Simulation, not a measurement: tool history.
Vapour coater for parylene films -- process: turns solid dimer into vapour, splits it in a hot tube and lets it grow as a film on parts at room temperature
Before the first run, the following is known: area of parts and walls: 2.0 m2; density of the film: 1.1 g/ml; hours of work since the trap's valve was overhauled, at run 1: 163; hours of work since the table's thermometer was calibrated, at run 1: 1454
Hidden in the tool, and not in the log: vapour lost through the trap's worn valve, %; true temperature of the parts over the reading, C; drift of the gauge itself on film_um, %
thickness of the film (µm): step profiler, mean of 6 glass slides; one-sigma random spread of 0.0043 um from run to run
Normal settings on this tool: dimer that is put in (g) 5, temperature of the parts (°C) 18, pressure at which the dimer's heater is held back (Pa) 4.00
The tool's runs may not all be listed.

run     day  dimer that is put in (g)  temperature of the parts (°C)  pressure at which the dimer's heater is held back (Pa)  hours of work since the trap's valve was overhauled  hours of work since the table's thermometer was calibrated  thickness of the film (µm)
  1   0.000                         5                             18                                                    4.00                                                  163                                                        1454                       1.303
  2   2.167                         2                             18                                                    4.00                                                  185                                                        1476                       0.518
  3   4.796                         2                             18                                                    4.00                                                  211                                                        1502                       0.509
  4   8.179                         5                             18                                                    4.00                                                  245                                                        1536                       1.291
  5  11.617                         5                             18                                                    4.00                                                  280                                                        1571                       1.280
  6  14.492                         5                             18                                                    4.00                                                  309                                                        1600                       1.278
  7  16.329                         5                             18                                                    4.00                                                  327                                                        1618                       1.270
  8  18.596                         5                             18                                                    4.00                                                  350                                                        1641                       1.280
  9  20.092                         5                             18                                                    4.00                                                  365                                                        1656                       1.271
 10  22.096                         5                             18                                                    4.00                                                  385                                                        1676                       1.279
     22.596  -- trap's valve overhauled
 11  24.138                         5                             18                                                    4.00                                                   16                                                        1695                       1.233
 12  27.504                         6                             16                                                    9.83                                                   49                                                        1729                       1.507
 13  30.296                         6                             16                                                    9.83                                                   78                                                        1757                       1.507
     31.704  -- trap's valve overhauled, once more
 14  32.025                         6                             16                                                    9.83                                                    3                                                        1773                       1.637
 15  35.438                         5                             14                                                    2.09                                                   38                                                        1807                       1.617
 16  36.933                         9                             15                                                    6.63                                                   53                                                        1823                       2.609
 17  39.267                         2                             18                                                    2.61                                                   76                                                        1846                       0.541
 18  42.425                         6                             16                                                    4.00                                                  108                                                        1878                       1.707

What would each run have given without the hidden state, its run-to-run variation left as it was?
run  thickness of the film (µm)
  1                       1.295
  2                       0.516
  3                       0.509
  4                       1.294
  5                       1.288
  6                       1.289
  7                       1.284
  8                       1.296
  9                       1.290
 10                       1.300
 11                       1.291
 12                       1.584
 13                       1.588
 14                       1.595
 15                       1.581
 16                       2.554
 17                       0.531
 18                       1.680
